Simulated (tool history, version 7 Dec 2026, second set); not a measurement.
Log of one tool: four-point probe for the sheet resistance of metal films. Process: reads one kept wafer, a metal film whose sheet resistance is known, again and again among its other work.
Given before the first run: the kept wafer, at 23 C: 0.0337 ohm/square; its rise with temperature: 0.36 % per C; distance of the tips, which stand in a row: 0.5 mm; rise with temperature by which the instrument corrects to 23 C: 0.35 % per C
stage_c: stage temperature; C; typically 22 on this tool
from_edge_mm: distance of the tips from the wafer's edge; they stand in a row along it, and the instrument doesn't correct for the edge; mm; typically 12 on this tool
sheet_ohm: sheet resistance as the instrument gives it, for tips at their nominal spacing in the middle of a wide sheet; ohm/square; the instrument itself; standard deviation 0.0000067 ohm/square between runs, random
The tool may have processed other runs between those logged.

Run 1, hour 0.0: usual settings. Result: sheet_ohm 0.033570 ohm/square.
Run 2, hour 68.2: usual settings. Result: sheet_ohm 0.033584 ohm/square.
Run 3, hour 137.6: usual settings but stage_c 25 C. Result: sheet_ohm 0.033609 ohm/square.
Run 4, hour 189.7: usual settings. Result: sheet_ohm 0.033570 ohm/square.
Run 5, hour 251.3: usual settings. Result: sheet_ohm 0.033576 ohm/square.
Run 6, hour 314.9: usual settings but stage_c 24 C. Result: sheet_ohm 0.033572 ohm/square.
Run 7, hour 355.5: usual settings but stage_c 24 C. Result: sheet_ohm 0.033581 ohm/square.
Run 8, hour 420.6: usual settings. Result: sheet_ohm 0.033568 ohm/square.
Run 9, hour 477.7: usual settings but stage_c 30 C. Result: sheet_ohm 0.033583 ohm/square.
Run 10, hour 555.0: usual settings but stage_c 30 C. Result: sheet_ohm 0.033581 ohm/square.
Run 11, hour 599.6: usual settings. Result: sheet_ohm 0.033561 ohm/square.
Run 12, hour 666.5: usual settings. Result: sheet_ohm 0.033566 ohm/square.
Run 13, hour 700.7: usual settings. Result: sheet_ohm 0.033561 ohm/square.
Run 14, hour 778.6: usual settings but from_edge_mm 9 mm. Result: sheet_ohm 0.033575 ohm/square.
Run 15, hour 813.7: usual settings. Result: sheet_ohm 0.033549 ohm/square.
Run 16, hour 862.7: usual settings. Result: sheet_ohm 0.033547 ohm/square.
Run 17, hour 940.7: usual settings. Result: sheet_ohm 0.033552 ohm/square.
Run 18, hour 1000.7: usual settings but stage_c 20 C. Result: sheet_ohm 0.033537 ohm/square.
Run 19, hour 1034.1: usual settings but stage_c 20 C. Result: sheet_ohm 0.033545 ohm/square.
Run 20, hour 1100.0: usual settings but stage_c 19 C. Result: sheet_ohm 0.033531 ohm/square.
Run 21, hour 1172.4: usual settings but stage_c 19 C. Result: sheet_ohm 0.033531 ohm/square.
Run 22, hour 1233.3: usual settings but stage_c 19 C, from_edge_mm 4 mm. Result: sheet_ohm 0.033779 ohm/square.
Run 23, hour 1307.2: usual settings but stage_c 19 C, from_edge_mm 4 mm. Result: sheet_ohm 0.033782 ohm/square.
Run 24, hour 1373.9: usual settings but from_edge_mm 11 mm. Result: sheet_ohm 0.033549 ohm/square.
Run 25, hour 1413.4: usual settings but from_edge_mm 11 mm. Result: sheet_ohm 0.033541 ohm/square.
Run 26, hour 1478.5: usual settings but from_edge_mm 11 mm. Result: sheet_ohm 0.033531 ohm/square.
Run 27, hour 1540.8: usual settings but stage_c 27 C, from_edge_mm 5 mm. Result: sheet_ohm 0.033684 ohm/square.
Run 28, hour 1589.7: usual settings but stage_c 19 C, from_edge_mm 10 mm. Result: sheet_ohm 0.033517 ohm/square.
Run 29, hour 1661.2: usual settings but stage_c 21 C, from_edge_mm 19 mm. Result: sheet_ohm 0.033494 ohm/square.
Run 30, hour 1721.8: usual settings but stage_c 29 C, from_edge_mm 5 mm. Result: sheet_ohm 0.033684 ohm/square.
Run 31, hour 1792.9: usual settings but stage_c 20 C, from_edge_mm 5 mm. Result: sheet_ohm 0.033662 ohm/square.
Run 32, hour 1849.5: usual settings but from_edge_mm 60 mm. Result: sheet_ohm 0.033482 ohm/square.
Run 33, hour 1912.0: usual settings but stage_c 30 C, from_edge_mm 60 mm. Result: sheet_ohm 0.033512 ohm/square.

Each row is a separate what-if for the run after 33, all from the same tool condition, not one after another. Results?
Run A, hour 1946.3: usual settings but stage_c 20 C, from_edge_mm 14 mm. Result: sheet_ohm ?.
Run B, hour 1946.3: usual settings but stage_c 25 C, from_edge_mm 7 mm. Result: sheet_ohm ?.
Run C, hour 1946.3: usual settings but stage_c 18 C, from_edge_mm 4 mm. Result: sheet_ohm ?.

run  sheet_ohm
  A   0.033498
  B   0.033575
  C   0.033754
The same runs, with their run-to-run variation unchanged, on a tool lacking any hidden condition would have given:
run  sheet_ohm
  A   0.033718
  B   0.033795
  C   0.033975
